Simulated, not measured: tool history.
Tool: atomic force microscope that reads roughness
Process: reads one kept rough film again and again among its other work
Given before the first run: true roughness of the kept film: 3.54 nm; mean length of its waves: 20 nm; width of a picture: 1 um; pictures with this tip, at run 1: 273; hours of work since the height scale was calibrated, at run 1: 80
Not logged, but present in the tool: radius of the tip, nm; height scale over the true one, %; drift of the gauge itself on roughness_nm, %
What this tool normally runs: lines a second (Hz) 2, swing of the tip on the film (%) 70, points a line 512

run,day,lines a second (Hz),swing of the tip on the film (%),points a line,pictures with this tip,hours of work since the height scale was calibrated,roughness of the kept film (nm (root mean square))
1,0,2,70,512,273,80,1.15
# day 0.321: new tip fitted
2,0.617,2,70,367,9,86,2.206
3,1.704,0.68,70,512,40,97,2.2
4,2.579,2,70,270,65,106,1.854
5,3.138,2,70,512,81,112,1.806
# day 3.25: height scale calibrated on a step standard
6,4.038,2,73,512,106,8,1.683
7,4.588,1.91,78,415,122,14,1.557
8,5.262,1.91,78,415,141,20,1.481
9,5.875,1.91,78,275,159,27,1.412
10,6.746,1.64,57,904,184,36,1.553
11,7.746,2,85,512,212,46,1.201
12,8.288,2.91,61,387,228,51,1.342

Consider 5 possible next runs. They are alternatives, not a sequence: every one starts from the tool as it was left by run 12. What does each give?
A,8.858,2.91,58,856,244,57,?
B,8.858,1.24,62,993,244,57,?
C,8.858,2.57,74,512,244,57,?
D,8.858,1.37,56,512,244,57,?
E,8.858,2.91,73,644,244,57,?

run,roughness of the kept film (nm (root mean square))
A,1.352
B,1.379
C,1.19
D,1.411
E,1.195
Without the tool's hidden state the same runs would have given:
run,roughness of the kept film (nm (root mean square))
A,2.398
B,2.45
C,2.124
D,2.507
E,2.118
